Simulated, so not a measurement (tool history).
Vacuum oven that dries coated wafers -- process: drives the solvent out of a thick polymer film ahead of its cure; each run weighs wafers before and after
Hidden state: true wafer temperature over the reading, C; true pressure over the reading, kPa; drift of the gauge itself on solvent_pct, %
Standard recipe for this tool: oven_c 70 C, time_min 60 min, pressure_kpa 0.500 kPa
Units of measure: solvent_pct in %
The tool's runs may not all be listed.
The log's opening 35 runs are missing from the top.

run	hour	oven_c	time_min	pressure_kpa	hours of work since the thermocouples were calibrated	hours of work since the vacuum gauge was cleaned of residue	solvent_pct
36	717.0	64	101	0.500	558	712	2.90
37	733.2	67	60	0.818	571	724	4.54
38	749.6	67	60	0.818	583	737	4.51
39	761.7	62	52	0.500	592	746	6.92
40	780.0	84	54	0.700	605	759	0.77
41	796.6	84	54	0.700	618	772	0.75
42	811.6	84	54	0.844	629	783	0.82
43	839.6	73	100	0.508	650	804	0.94
44	858.3	73	100	0.508	664	818	0.89
45	880.9	70	46	1.783	681	835	5.17
46	894.0	70	46	1.783	691	845	5.23

Consider 3 possible next runs. They are alternatives, not a sequence: every one starts from the tool as it was left by run 46. What does each give?
A	920.6	70	38	0.500	711	864	?
B	920.6	71	30	1.783	711	864	?
C	920.6	72	41	1.117	711	864	?

run	solvent_pct
A	5.47
B	6.99
C	4.68
Stripped of hidden state, with their random variation kept, the same runs would have yielded:
run	solvent_pct
A	5.89
B	7.43
C	5.10

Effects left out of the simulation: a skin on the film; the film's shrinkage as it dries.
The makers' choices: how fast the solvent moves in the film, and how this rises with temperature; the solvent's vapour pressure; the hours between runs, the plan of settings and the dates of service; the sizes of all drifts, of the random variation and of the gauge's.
